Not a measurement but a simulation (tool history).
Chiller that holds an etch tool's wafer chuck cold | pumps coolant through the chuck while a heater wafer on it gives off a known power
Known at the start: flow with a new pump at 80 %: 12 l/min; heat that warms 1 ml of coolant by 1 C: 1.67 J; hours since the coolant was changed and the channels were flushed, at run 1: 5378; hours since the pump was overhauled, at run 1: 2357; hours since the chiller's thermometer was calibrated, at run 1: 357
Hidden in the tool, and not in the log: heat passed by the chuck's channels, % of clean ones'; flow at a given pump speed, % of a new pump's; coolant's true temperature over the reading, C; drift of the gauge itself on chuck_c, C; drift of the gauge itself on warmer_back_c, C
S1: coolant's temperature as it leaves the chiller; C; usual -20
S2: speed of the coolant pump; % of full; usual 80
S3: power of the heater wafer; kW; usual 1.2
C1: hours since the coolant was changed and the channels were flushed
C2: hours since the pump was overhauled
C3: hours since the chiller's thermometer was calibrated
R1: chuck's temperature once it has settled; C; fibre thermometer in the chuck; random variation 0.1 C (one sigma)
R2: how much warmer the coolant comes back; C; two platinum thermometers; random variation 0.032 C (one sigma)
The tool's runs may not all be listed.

run 1 day=0 | S1=-20 S2=80 S3=1.2 | C1=5378 C2=2357 C3=357 | R1=-3 R2=3.72
run 2 day=2.529 | S1=-20 S2=70 S3=1.2 | C1=5438 C2=2418 C3=417 | R1=-1.6 R2=4.25
run 3 day=5.467 | S1=-24 S2=80 S3=1.2 | C1=5509 C2=2488 C3=488 | R1=-6.9 R2=3.77
run 4 day=7.867 | S1=-24 S2=80 S3=1.2 | C1=5566 C2=2546 C3=545 | R1=-6.9 R2=3.73
run 5 day=9.233 | S1=-20 S2=80 S3=0.701 | C1=5599 C2=2579 C3=578 | R1=-10.1 R2=2.16
run 6 day=11.438 | S1=-20 S2=80 S3=1.2 | C1=5652 C2=2632 C3=631 | R1=-2.9 R2=3.71
run 7 day=13.525 | S1=-20 S2=80 S3=1.2 | C1=5702 C2=2682 C3=681 | R1=-2.6 R2=3.73
run 8 day=15.121 | S1=-20 S2=80 S3=1.2 | C1=5740 C2=2720 C3=719 | R1=-2.7 R2=3.75
run 9 day=18.217 | S1=-20 S2=80 S3=1.2 | C1=5815 C2=2794 C3=794 | R1=-2.9 R2=3.69
run 10 day=19.746 | S1=-20 S2=80 S3=1.2 | C1=5852 C2=2831 C3=830 | R1=-2.9 R2=3.68
run 11 day=22.342 | S1=-20 S2=89 S3=1.2 | C1=5914 C2=2893 C3=893 | R1=-3.7 R2=3.42
run 12 day=24.617 | S1=-20 S2=89 S3=1.2 | C1=5968 C2=2948 C3=947 | R1=-4 R2=3.32
run 13 day=27.55 | S1=-20 S2=89 S3=1.2 | C1=6039 C2=3018 C3=1018 | R1=-3.7 R2=3.36
run 14 day=29.579 | S1=-20 S2=80 S3=1.2 | C1=6087 C2=3067 C3=1066 | R1=-2.7 R2=3.77
run 15 day=31.125 | S1=-20 S2=80 S3=1.2 | C1=6125 C2=3104 C3=1104 | R1=-2.4 R2=3.71
run 16 day=33.025 | S1=-20 S2=80 S3=1.2 | C1=6170 C2=3150 C3=1149 | R1=-2.6 R2=3.72
run 17 day=34.896 | S1=-20 S2=61 S3=1.735 | C1=6215 C2=3195 C3=1194 | R1=9.4 R2=7.13
run 18 day=36.312 | S1=-20 S2=61 S3=1.735 | C1=6249 C2=3229 C3=1228 | R1=9.5 R2=7.12
run 19 day=37.662 | S1=-20 S2=61 S3=1.735 | C1=6281 C2=3261 C3=1260 | R1=9.4 R2=7.15
run 20 day=39.317 | S1=-15 S2=68 S3=0.758 | C1=6321 C2=3301 C3=1300 | R1=-2.6 R2=2.75
-- day=40.3 coolant changed, channels flushed
run 21 day=41.667 | S1=-15 S2=68 S3=0.758 | C1=33 C2=3351 C3=1351 | R1=-4 R2=2.79
run 22 day=43.404 | S1=-27 S2=64 S3=1.159 | C1=75 C2=3393 C3=1392 | R1=-9.6 R2=4.49
run 23 day=45.775 | S1=-27 S2=77 S3=0.817 | C1=131 C2=3450 C3=1449 | R1=-15.9 R2=2.67
run 24 day=47.892 | S1=-12 S2=80 S3=1.445 | C1=182 C2=3501 C3=1500 | R1=7.1 R2=4.57
run 25 day=50.929 | S1=-12 S2=80 S3=1.445 | C1=255 C2=3574 C3=1573 | R1=7.1 R2=4.49

Forecast run 26:
run 26 day=53.333 | S1=-30 S2=66 S3=0.957 | C1=313 C2=3631 C3=1631 | R1=? R2=?

{"run 26": {"R1": -15.7, "R2": 3.6}}
Without the tool's hidden state the same run would have given R1 -16.3 C, R2 3.42 C.
